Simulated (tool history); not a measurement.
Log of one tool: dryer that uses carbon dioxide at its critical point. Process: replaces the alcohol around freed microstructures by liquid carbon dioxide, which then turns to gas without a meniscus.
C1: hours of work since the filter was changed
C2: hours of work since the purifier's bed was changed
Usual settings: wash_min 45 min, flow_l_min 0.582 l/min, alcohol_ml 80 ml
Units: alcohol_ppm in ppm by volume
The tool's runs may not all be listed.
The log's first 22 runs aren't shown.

Run 23, hour 374.9: usual settings but wash_min 34 min, flow_l_min 0.364 l/min, alcohol_ml 73 ml; C1 289; C2 714. Result: alcohol_ppm 1335 ppm by volume.
Run 24, hour 386.4: usual settings but wash_min 56 min, flow_l_min 0.624 l/min, alcohol_ml 73 ml; C1 296; C2 720. Result: alcohol_ppm 138 ppm by volume.
Run 25, hour 399.4: usual settings but wash_min 32 min, flow_l_min 0.37 l/min, alcohol_ml 74 ml; C1 303; C2 728. Result: alcohol_ppm 1558 ppm by volume.
Run 26, hour 416.5: usual settings but flow_l_min 0.693 l/min, alcohol_ml 88 ml; C1 313; C2 738. Result: alcohol_ppm 160 ppm by volume.
Run 27, hour 438: usual settings but wash_min 27 min, flow_l_min 0.665 l/min, alcohol_ml 103 ml; C1 326; C2 750. Result: alcohol_ppm 746 ppm by volume.
Run 28, hour 450.2: usual settings but wash_min 41 min, flow_l_min 0.363 l/min, alcohol_ml 38 ml; C1 333; C2 757. Result: alcohol_ppm 506 ppm by volume.
Run 29, hour 463.8: usual settings but wash_min 55 min, flow_l_min 0.664 l/min, alcohol_ml 93 ml; C1 340; C2 765. Result: alcohol_ppm 145 ppm by volume.
Run 30, hour 479.1: usual settings but wash_min 36 min, flow_l_min 0.533 l/min; C1 349; C2 774. Result: alcohol_ppm 486 ppm by volume.
Run 31, hour 492.7: usual settings but wash_min 63 min, flow_l_min 0.795 l/min, alcohol_ml 42 ml; C1 357; C2 782. Result: alcohol_ppm 132 ppm by volume.
Run 32, hour 507: usual settings but wash_min 53 min, flow_l_min 0.844 l/min, alcohol_ml 24 ml; C1 365; C2 790. Result: alcohol_ppm 133 ppm by volume.
Run 33, hour 517.2: usual settings but wash_min 30 min, flow_l_min 0.477 l/min, alcohol_ml 117 ml; C1 371; C2 796. Result: alcohol_ppm 1574 ppm by volume.
Run 34, hour 532.5: usual settings but wash_min 30 min, flow_l_min 0.477 l/min, alcohol_ml 117 ml; C1 380; C2 805. Result: alcohol_ppm 1534 ppm by volume.

Forecast each of these 4 alternatives for the next run:
Run A, hour 548.3: usual settings but wash_min 33 min; C1 389; C2 814. Result: alcohol_ppm ?.
Run B, hour 548.3: usual settings but wash_min 30 min, flow_l_min 0.571 l/min, alcohol_ml 117 ml; C1 389; C2 814. Result: alcohol_ppm ?.
Run C, hour 548.3: usual settings but wash_min 30 min, flow_l_min 0.629 l/min, alcohol_ml 59 ml; C1 389; C2 814. Result: alcohol_ppm ?.
Run D, hour 548.3: usual settings but wash_min 30 min, flow_l_min 0.612 l/min, alcohol_ml 117 ml; C1 389; C2 814. Result: alcohol_ppm ?.

run  alcohol_ppm
  A          538
  B          976
  C          443
  D          792
Without the tool's hidden state the same runs would have given:
run  alcohol_ppm
  A          286
  B          624
  C          223
  D          475
